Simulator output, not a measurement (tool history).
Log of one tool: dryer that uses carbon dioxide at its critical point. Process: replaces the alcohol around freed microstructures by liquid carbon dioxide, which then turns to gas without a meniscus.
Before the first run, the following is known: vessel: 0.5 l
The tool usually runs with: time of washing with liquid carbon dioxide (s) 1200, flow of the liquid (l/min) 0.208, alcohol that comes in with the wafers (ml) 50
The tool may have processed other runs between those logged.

run,hour,time of washing with liquid carbon dioxide (s),flow of the liquid (l/min),alcohol that comes in with the wafers (ml),alcohol left in the vessel before it's heated (ppm by volume)
1,0,1200,0.208,50,137
2,16,1380,0.208,50,64
3,23.5,1200,0.208,48,120
4,34,1200,0.208,48,138
5,46.5,1200,0.208,48,130
6,60.2,1200,0.208,48,136
7,72,1200,0.208,48,131
8,89.5,1200,0.307,48,29
9,101.4,1200,0.307,48,21
10,111.5,1200,0.307,48,36
11,125.4,1200,0.208,25,88
12,134.9,1200,0.208,88,239
13,145.5,1200,0.208,88,239
14,153.5,1200,0.208,50,160
15,168,1200,0.208,50,156
16,179.5,1200,0.19,50,267
17,188.3,1860,0.19,50,45
18,198.5,1200,0.127,50,1779
19,206.6,1200,0.127,50,1769
20,220.7,1200,0.208,50,173
21,229.2,1200,0.208,50,169
22,239.2,1200,0.208,120,345
23,247.3,1200,0.208,120,367
24,262.5,1200,0.208,120,353
25,273.3,1200,0.208,120,357
26,280.6,1260,0.14,30,593
# hour 294.5: inlet filter changed
27,295.8,1260,0.14,30,406
28,305.4,1200,0.302,50,43
29,313.7,1200,0.302,50,43
30,321.4,1200,0.302,50,45
31,333.6,1200,0.302,50,41
32,345,1200,0.302,50,35
33,355.3,1560,0.3,50,31
34,370.8,1200,0.283,30,52
35,383.4,1200,0.283,30,47
36,392.6,1200,0.208,107,206
37,400.8,1320,0.314,51,39
38,415.4,1320,0.314,51,37
39,430.5,1200,0.297,50,44
40,439,1200,0.297,50,43
41,456.7,1200,0.166,21,188
42,470.8,720,0.221,24,584
43,487.5,900,0.174,24,611
44,501.4,1200,0.155,32,380
45,516.7,720,0.221,50,1162
46,530,960,0.201,50,474
47,538.6,960,0.201,50,459
48,556.7,1140,0.208,50,160

Branching from run 48: 3 alternative next runs. What would each branch give?
A,568.3,1200,0.337,43,?
B,568.3,1200,0.277,50,?
C,568.3,780,0.168,97,?

run,alcohol left in the vessel before it's heated (ppm by volume)
A,47
B,57
C,4874
Stripped of hidden state, with their random variation kept, the same runs would have yielded:
run,alcohol left in the vessel before it's heated (ppm by volume)
A,2
B,8
C,4327

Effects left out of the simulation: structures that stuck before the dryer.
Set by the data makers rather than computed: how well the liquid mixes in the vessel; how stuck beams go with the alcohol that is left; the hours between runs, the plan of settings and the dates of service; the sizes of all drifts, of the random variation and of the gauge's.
